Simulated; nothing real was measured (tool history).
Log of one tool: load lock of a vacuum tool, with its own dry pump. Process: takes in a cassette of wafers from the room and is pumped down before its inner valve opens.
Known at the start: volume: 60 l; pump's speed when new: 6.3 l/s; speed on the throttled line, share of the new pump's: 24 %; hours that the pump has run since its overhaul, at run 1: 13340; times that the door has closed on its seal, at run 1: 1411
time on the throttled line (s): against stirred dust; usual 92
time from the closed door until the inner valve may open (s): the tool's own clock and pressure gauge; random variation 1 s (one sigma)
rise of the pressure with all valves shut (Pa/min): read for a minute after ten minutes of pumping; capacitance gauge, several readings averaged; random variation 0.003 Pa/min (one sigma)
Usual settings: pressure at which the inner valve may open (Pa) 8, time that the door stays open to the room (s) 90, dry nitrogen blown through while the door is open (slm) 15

run    hour  time on the throttled line (s)  pressure at which the inner valve may open (Pa)  time that the door stays open to the room (s)  dry nitrogen blown through while the door is open (slm)  hours that the pump has run since its overhaul  times that the door has closed on its seal  incoming humidity of the room's air, %  time from the closed door until the inner valve may open (s)  rise of the pressure with all valves shut (Pa/min)
  1       0                              92                                                8                                             90                                                       15                                           13340                                        1411                                      48                                                           174                                               0.033
  2   102.1                              92                                                8                                             90                                                       15                                           13442                                        1529                                    45.1                                                         173.3                                               0.031
  3     182                              92                                                8                                             90                                                       15                                           13522                                        1621                                    42.2                                                         173.7                                               0.032
  4     276                             117                                                8                                             90                                                       15                                           13616                                        1730                                    47.1                                                         191.5                                               0.036
  5   404.1                             117                                                8                                             90                                                       15                                           13744                                        1878                                    43.5                                                         192.7                                               0.028
  6   510.4                             117                                                8                                             90                                                       15                                           13850                                        2001                                      45                                                         193.1                                               0.035
  7   586.8                              52                                                8                                             90                                                       15                                           13927                                        2089                                    42.7                                                           147                                               0.036
  8   667.1                              52                                                8                                             90                                                       15                                           14007                                        2182                                    49.5                                                         145.7                                                0.04
  9   747.7                              52                                                8                                             90                                                       15                                           14088                                        2275                                    44.4                                                         143.5                                               0.039
 10   839.6                              52                                                8                                             90                                                       15                                           14180                                        2382                                    44.8                                                         145.2                                               0.035
 11     956                              92                                                8                                             90                                                       15                                           14296                                        2516                                      47                                                         175.3                                                0.04
 12  1057.2                              92                                                8                                             90                                                       15                                           14397                                        2633                                    42.8                                                         174.1                                               0.034
 13  1146.5                              81                                                8                                            239                                                       15                                           14487                                        2736                                      47                                                         167.4                                               0.055
 14  1263.4                              92                                               13                                             82                                                        6                                           14603                                        2871                                    44.8                                                         168.6                                               0.052
 15  1365.5                              92                                                8                                             82                                                        6                                           14706                                        2989                                    44.5                                                         175.2                                                0.05
 16    1478                             155                                                8                                             34                                                        4                                           14818                                        3119                                    44.9                                                         219.4                                               0.048
 17  1535.8                              61                                                8                                            104                                                       15                                           14876                                        3186                                    44.8                                                           151                                               0.044

Run 18 comes next. What will it give?
 18  1660.6                              78                                                8                                            104                                                       15                                           15001                                        3330                                    45.3                                                             ?                                                   ?

{"run 18": {"time from the closed door until the inner valve may open (s)": 164.7, "rise of the pressure with all valves shut (Pa/min)": 0.046}}
Without the tool's hidden state the same run would have given time from the closed door until the inner valve may open (s) 149.2, rise of the pressure with all valves shut (Pa/min) 0.025.
